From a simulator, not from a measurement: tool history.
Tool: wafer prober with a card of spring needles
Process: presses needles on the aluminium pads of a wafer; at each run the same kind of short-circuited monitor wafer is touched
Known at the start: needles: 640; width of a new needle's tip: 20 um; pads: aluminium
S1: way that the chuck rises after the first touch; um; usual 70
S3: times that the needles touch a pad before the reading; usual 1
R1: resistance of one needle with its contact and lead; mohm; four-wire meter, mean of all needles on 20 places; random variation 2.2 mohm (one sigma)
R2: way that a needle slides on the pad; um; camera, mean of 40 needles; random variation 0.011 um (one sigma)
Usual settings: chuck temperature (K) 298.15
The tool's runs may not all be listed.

{"run": 1, "day": 0.0, "S1": 70, "chuck temperature (K)": 298.15, "S3": 1, "R1": 260, "R2": 10.5}
{"run": 2, "day": 0.329, "S1": 70, "chuck temperature (K)": 345.15, "S3": 1, "R1": 298, "R2": 10.52}
{"run": 3, "day": 0.546, "S1": 70, "chuck temperature (K)": 345.15, "S3": 1, "R1": 253, "R2": 10.51}
{"run": 4, "day": 0.85, "S1": 70, "chuck temperature (K)": 345.15, "S3": 1, "R1": 293, "R2": 10.52}
{"run": 5, "day": 1.058, "S1": 70, "chuck temperature (K)": 298.15, "S3": 1, "R1": 282, "R2": 10.7}
{"run": 6, "day": 1.242, "S1": 70, "chuck temperature (K)": 298.15, "S3": 1, "R1": 249, "R2": 10.67}
{"run": 7, "day": 1.479, "S1": 70, "chuck temperature (K)": 298.15, "S3": 1, "R1": 278, "R2": 10.68}
{"run": 8, "day": 1.754, "S1": 70, "chuck temperature (K)": 355.15, "S3": 2, "R1": 281, "R2": 10.66}
{"run": 9, "day": 1.921, "S1": 70, "chuck temperature (K)": 355.15, "S3": 2, "R1": 263, "R2": 10.68}
{"run": 10, "day": 2.212, "S1": 80, "chuck temperature (K)": 312.15, "S3": 2, "R1": 259, "R2": 12.21}
{"run": 11, "day": 2.508, "S1": 88, "chuck temperature (K)": 298.15, "S3": 1, "R1": 241, "R2": 13.4}

Not shown: 5 entries that the log had between the listed runs. Between which runs, and how does the tool's hidden state differ before and after?
Between runs 2 and 3: tips cleaned on abrasive film (day 0.546)
  debris on the tips, nm: 155.5 -> 15.8; way that the needles fall short of the set height, um: 1.18 -> 1.23; tips' diameter, um: 20.41 -> 20.43
  measured less the result without the state, R1: +45 -> +5 mohm; R2: -0.18 -> -0.19 um
Between runs 4 and 5: height of the first contact set anew (day 0.983)
  debris on the tips, nm: 138.8 -> 162.6; way that the needles fall short of the set height, um: 1.23 -> 0
  measured less the result without the state, R1: +41 -> +48 mohm; R2: -0.18 -> +0.00 um
Between runs 5 and 6: tips cleaned on abrasive film (day 1.204)
  debris on the tips, nm: 162.6 -> 34.1; way that the needles fall short of the set height, um: 0 -> 0.08; tips' diameter, um: 20.43 -> 20.46
  measured less the result without the state, R1: +48 -> +10 mohm; R2: +0.00 -> -0.01 um
Between runs 8 and 9: tips cleaned on abrasive film (day 1.854)
  debris on the tips, nm: 165.8 -> 55.5; way that the needles fall short of the set height, um: 0.08 -> 0.15; tips' diameter, um: 20.46 -> 20.48
  measured less the result without the state, R1: +27 -> +9 mohm; R2: -0.01 -> -0.02 um
Between runs 10 and 11: tips cleaned on abrasive film (day 2.488)
  debris on the tips, nm: 148.4 -> 31.3; way that the needles fall short of the set height, um: 0.15 -> 0.22; tips' diameter, um: 20.48 -> 20.51
  measured less the result without the state, R1: +21 -> +6 mohm; R2: -0.03 -> -0.03 um
